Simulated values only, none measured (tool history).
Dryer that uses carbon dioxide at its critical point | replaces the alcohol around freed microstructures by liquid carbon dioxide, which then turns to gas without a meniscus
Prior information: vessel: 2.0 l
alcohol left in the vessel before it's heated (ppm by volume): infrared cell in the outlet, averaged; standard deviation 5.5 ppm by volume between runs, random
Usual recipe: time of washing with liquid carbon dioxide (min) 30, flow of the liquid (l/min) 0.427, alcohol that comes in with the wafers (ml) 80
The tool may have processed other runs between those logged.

run,hour,time of washing with liquid carbon dioxide (min),flow of the liquid (l/min),alcohol that comes in with the wafers (ml),alcohol left in the vessel before it's heated (ppm by volume)
1,0,30,0.427,80,255
2,4.7,30,0.427,76,235
3,11.5,30,0.427,76,235
4,18.1,30,0.427,80,259
5,22.3,30,0.33,80,763
6,31.6,30,0.33,80,737
7,37.6,30,0.33,80,758
8,46,30,0.33,80,754
# hour 47.8: inlet filter changed
9,51,30,0.33,59,393
10,57.6,31,0.427,80,160
11,67.2,31,0.427,80,158
12,75.5,31,0.427,47,99
13,80,31,0.427,47,99
14,84.5,31,0.381,47,162
15,91.7,30,0.427,80,190
16,99.4,30,0.427,80,181
17,103.7,30,0.427,113,247
18,110.2,30,0.427,113,266
19,114.1,30,0.427,113,249
20,119.3,30,0.427,113,259
21,126,30,0.523,113,98
22,131.4,25,0.286,113,2491
23,136.9,25,0.286,113,2553
24,143.1,21,0.526,113,546
25,148.3,20,0.414,28,432

Predict the results of run 26:
26,153.5,45,0.674,27,?

Run 26 came out at alcohol left in the vessel before it's heated (ppm by volume) 40.
On a tool with no hidden condition, and with the same random variation, this run would have come out at alcohol left in the vessel before it's heated (ppm by volume) 12.
